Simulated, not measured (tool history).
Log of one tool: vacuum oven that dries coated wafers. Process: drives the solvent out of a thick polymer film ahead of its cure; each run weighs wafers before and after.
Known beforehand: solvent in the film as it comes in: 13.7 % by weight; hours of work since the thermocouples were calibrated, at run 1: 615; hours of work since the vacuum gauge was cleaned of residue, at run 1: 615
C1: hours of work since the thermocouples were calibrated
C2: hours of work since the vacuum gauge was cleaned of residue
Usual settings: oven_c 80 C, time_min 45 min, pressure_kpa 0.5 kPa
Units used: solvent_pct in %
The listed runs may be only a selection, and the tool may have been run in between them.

Run 1, hour 0: usual settings; C1 615; C2 615. Result: solvent_pct 1.14 %.
Run 2, hour 15.4: usual settings; C1 624; C2 624. Result: solvent_pct 1.19 %.
Run 3, hour 28.6: usual settings; C1 632; C2 632. Result: solvent_pct 1.26 %.
Run 4, hour 42.7: usual settings; C1 641; C2 641. Result: solvent_pct 1.18 %.
Run 5, hour 59.6: usual settings; C1 651; C2 651. Result: solvent_pct 1.27 %.
Run 6, hour 84.2: usual settings; C1 666; C2 666. Result: solvent_pct 1.21 %.
Run 7, hour 102.7: usual settings; C1 678; C2 678. Result: solvent_pct 1.3 %.
Run 8, hour 128.4: usual settings; C1 693; C2 693. Result: solvent_pct 1.23 %.
Run 9, hour 147.8: usual settings; C1 705; C2 705. Result: solvent_pct 1.14 %.
Run 10, hour 160.5: usual settings; C1 713; C2 713. Result: solvent_pct 1.24 %.
Run 11, hour 185.6: usual settings; C1 728; C2 728. Result: solvent_pct 1.2 %.
Run 12, hour 205.5: usual settings but pressure_kpa 0.354 kPa; C1 741; C2 741. Result: solvent_pct 1.18 %.

Expected results for the next run?
At hour 208.8: vacuum gauge cleaned of residue and calibrated.
Run 13, hour 226.7: usual settings but oven_c 93 C, time_min 54 min, pressure_kpa 1.029 kPa; C1 753; C2 11. Result: solvent_pct ?.

Run 13 produced solvent_pct 0.59 %.
Had the tool carried no hidden state, the very same run would have given solvent_pct 0.4 %.

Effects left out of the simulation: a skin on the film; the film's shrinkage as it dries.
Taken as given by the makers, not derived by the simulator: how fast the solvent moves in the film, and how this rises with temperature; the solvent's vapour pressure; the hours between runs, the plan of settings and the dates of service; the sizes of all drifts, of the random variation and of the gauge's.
